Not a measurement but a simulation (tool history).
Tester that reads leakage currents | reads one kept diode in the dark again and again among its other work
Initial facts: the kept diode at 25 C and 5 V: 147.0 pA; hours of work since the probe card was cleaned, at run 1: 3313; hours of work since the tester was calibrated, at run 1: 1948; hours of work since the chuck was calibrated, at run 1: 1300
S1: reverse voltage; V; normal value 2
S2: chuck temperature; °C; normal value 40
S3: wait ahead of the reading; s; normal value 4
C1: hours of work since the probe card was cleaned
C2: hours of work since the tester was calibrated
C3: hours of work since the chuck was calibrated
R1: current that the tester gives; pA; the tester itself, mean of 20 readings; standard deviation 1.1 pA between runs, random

Run 1, hour 0: usual settings; C1 3313; C2 1948; C3 1300. Result: R1 417.65 pA.
Run 2, hour 59: usual settings; C1 3360; C2 1995; C3 1348. Result: R1 418.97 pA.
Run 3, hour 141.4: usual settings; C1 3426; C2 2061; C3 1413. Result: R1 420.56 pA.
Run 4, hour 245.2: usual settings; C1 3509; C2 2144; C3 1496. Result: R1 421.03 pA.
Run 5, hour 323.5: usual settings; C1 3572; C2 2207; C3 1559. Result: R1 425.58 pA.
Run 6, hour 402.8: usual settings but S2 58 °C; C1 3635; C2 2270; C3 1622. Result: R1 1729.67 pA.
Run 7, hour 485.8: usual settings but S2 58 °C; C1 3701; C2 2336; C3 1689. Result: R1 1722.38 pA.
Run 8, hour 549.6: usual settings but S2 58 °C, S3 4.08 s; C1 3752; C2 2387; C3 1740. Result: R1 1742.58 pA.
Run 9, hour 633.7: usual settings but S2 58 °C, S3 4.08 s; C1 3819; C2 2455; C3 1807. Result: R1 1737.64 pA.
At hour 655.4: probe card cleaned and baked.
Run 10, hour 701.8: usual settings but S2 58 °C, S3 4.08 s; C1 37; C2 2507; C3 1859. Result: R1 1737.52 pA.
At hour 753.7: chuck's temperature calibrated.
Run 11, hour 802.7: usual settings; C1 116; C2 2586; C3 39. Result: R1 385.25 pA.
Run 12, hour 902.7: usual settings; C1 196; C2 2666; C3 119. Result: R1 386.47 pA.
Run 13, hour 970.7: usual settings; C1 250; C2 2720; C3 173. Result: R1 387.01 pA.
Run 14, hour 1075.4: usual settings; C1 334; C2 2804; C3 257. Result: R1 389.75 pA.
Run 15, hour 1119.5: usual settings; C1 369; C2 2839; C3 292. Result: R1 390.04 pA.
Run 16, hour 1200.7: usual settings but S2 31 °C; C1 434; C2 2904; C3 357. Result: R1 182.25 pA.
Run 17, hour 1292.8: usual settings; C1 508; C2 2977; C3 431. Result: R1 395.18 pA.
Run 18, hour 1398.9: usual settings; C1 593; C2 3062; C3 516. Result: R1 396.8 pA.
Run 19, hour 1463.1: usual settings but S1 19.79 V, S2 23 °C, S3 0.81 s; C1 644; C2 3113; C3 567. Result: R1 221.05 pA.
Run 20, hour 1532.3: usual settings but S1 19.79 V, S2 23 °C, S3 0.81 s; C1 699; C2 3169; C3 622. Result: R1 221.26 pA.
Run 21, hour 1603.5: usual settings but S1 3.91 V, S2 57 °C; C1 756; C2 3226; C3 679. Result: R1 1954.19 pA.
Run 22, hour 1655: usual settings but S1 4.56 V, S2 36 °C, S3 0.42 s; C1 797; C2 3267; C3 720. Result: R1 394.87 pA.
Run 23, hour 1704.5: usual settings but S1 1.89 V, S2 37 °C, S3 2.04 s; C1 837; C2 3306; C3 760. Result: R1 305.97 pA.
Run 24, hour 1785.8: usual settings but S1 1.89 V, S2 37 °C, S3 5.59 s; C1 902; C2 3371; C3 825. Result: R1 308.51 pA.
Run 25, hour 1889.2: usual settings but S2 21 °C, S3 1.59 s; C1 984; C2 3454; C3 907. Result: R1 77.17 pA.
Run 26, hour 1955.6: usual settings but S1 1.19 V, S2 43 °C, S3 1.54 s; C1 1037; C2 3507; C3 960. Result: R1 426.04 pA.
Run 27, hour 2036.2: usual settings but S1 1.19 V, S2 43 °C, S3 1.54 s; C1 1102; C2 3571; C3 1025. Result: R1 424.82 pA.
Run 28, hour 2134: usual settings but S2 21 °C, S3 8.54 s; C1 1180; C2 3649; C3 1103. Result: R1 77.55 pA.
Run 29, hour 2214.4: usual settings but S1 7.72 V, S2 47 °C, S3 8.54 s; C1 1244; C2 3714; C3 1167. Result: R1 1212.96 pA.
Run 30, hour 2260.7: usual settings but S1 7.72 V, S2 47 °C, S3 8.54 s; C1 1281; C2 3751; C3 1204. Result: R1 1219.7 pA.
Run 31, hour 2355.7: usual settings but S1 7.72 V, S2 47 °C, S3 8.54 s; C1 1357; C2 3827; C3 1280. Result: R1 1222.65 pA.
Run 32, hour 2427.1: usual settings but S1 18.92 V, S2 22 °C, S3 0.39 s; C1 1414; C2 3884; C3 1337. Result: R1 214.61 pA.
Run 33, hour 2491.7: usual settings but S1 18.92 V, S2 22 °C, S3 0.39 s; C1 1466; C2 3935; C3 1389. Result: R1 214.87 pA.
Run 34, hour 2577.9: usual settings but S1 1.81 V, S2 37 °C, S3 0.52 s; C1 1535; C2 4004; C3 1458. Result: R1 312.79 pA.
Run 35, hour 2636.8: usual settings but S1 1.61 V, S3 6.29 s; C1 1582; C2 4051; C3 1505. Result: R1 384.5 pA.

Each row is a separate what-if for the run after 35, all from the same tool condition, not one after another. Results?
Run A, hour 2709.6: usual settings but S1 7.8 V, S2 36 °C, S3 6.29 s; C1 1640; C2 4109; C3 1563. Result: R1 ?.
Run B, hour 2709.6: usual settings but S1 1.08 V, S3 6.29 s; C1 1640; C2 4109; C3 1563. Result: R1 ?.
Run C, hour 2709.6: usual settings but S1 1.61 V, S2 21 °C, S3 1.67 s; C1 1640; C2 4109; C3 1563. Result: R1 ?.
Run D, hour 2709.6: usual settings but S1 6.65 V, S2 56 °C, S3 1.38 s; C1 1640; C2 4109; C3 1563. Result: R1 ?.

run       R1
  A   510.14
  B   331.63
  C    73.86
  D  2329.48
With no hidden state in the tool, these same runs would have given:
run      R1
  A   460.9
  B  302.36
  C   65.89
  D  2141.4
